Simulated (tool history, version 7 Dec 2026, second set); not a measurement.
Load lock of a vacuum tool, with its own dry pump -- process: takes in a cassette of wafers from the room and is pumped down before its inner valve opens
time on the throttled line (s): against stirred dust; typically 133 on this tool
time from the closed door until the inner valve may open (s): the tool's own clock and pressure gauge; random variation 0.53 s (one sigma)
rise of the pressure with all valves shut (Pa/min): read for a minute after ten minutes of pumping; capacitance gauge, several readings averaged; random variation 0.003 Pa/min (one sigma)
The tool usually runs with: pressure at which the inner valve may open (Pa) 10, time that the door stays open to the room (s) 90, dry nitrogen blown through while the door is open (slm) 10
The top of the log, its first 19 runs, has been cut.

run,hour,time on the throttled line (s),pressure at which the inner valve may open (Pa),time that the door stays open to the room (s),dry nitrogen blown through while the door is open (slm),"incoming humidity of the room's air, %",time from the closed door until the inner valve may open (s),rise of the pressure with all valves shut (Pa/min)
20,2237.3,135,19,45,10,46.1,190.7,0.031
21,2373.1,133,13,90,23,48.4,191.4,0.036
22,2475.7,133,13,90,23,46.7,192.6,0.038
23,2565.4,133,9,90,11,43.4,196.1,0.043
24,2713.2,133,9,90,11,49.3,195.7,0.041
25,2806.2,181,10,90,8,48.2,237.4,0.048
26,2902.8,259,19,90,30,44.0,299.8,0.035
27,3031.1,259,19,90,30,46.4,300.5,0.037
28,3185.4,117,12,209,8,44.7,178.8,0.063
29,3328.2,117,17,75,38,45.8,176.3,0.039
30,3398.3,117,17,75,38,44.4,175.5,0.038

Predict the results of run 31:
31,3537.4,253,17,75,23,46.0,?,?

time from the closed door until the inner valve may open (s): 295.7
rise of the pressure with all valves shut (Pa/min): 0.042
If the tool had no hidden condition, the same run with the same run-to-run variation would have returned time from the closed door until the inner valve may open (s) 294.3, rise of the pressure with all valves shut (Pa/min) 0.026.

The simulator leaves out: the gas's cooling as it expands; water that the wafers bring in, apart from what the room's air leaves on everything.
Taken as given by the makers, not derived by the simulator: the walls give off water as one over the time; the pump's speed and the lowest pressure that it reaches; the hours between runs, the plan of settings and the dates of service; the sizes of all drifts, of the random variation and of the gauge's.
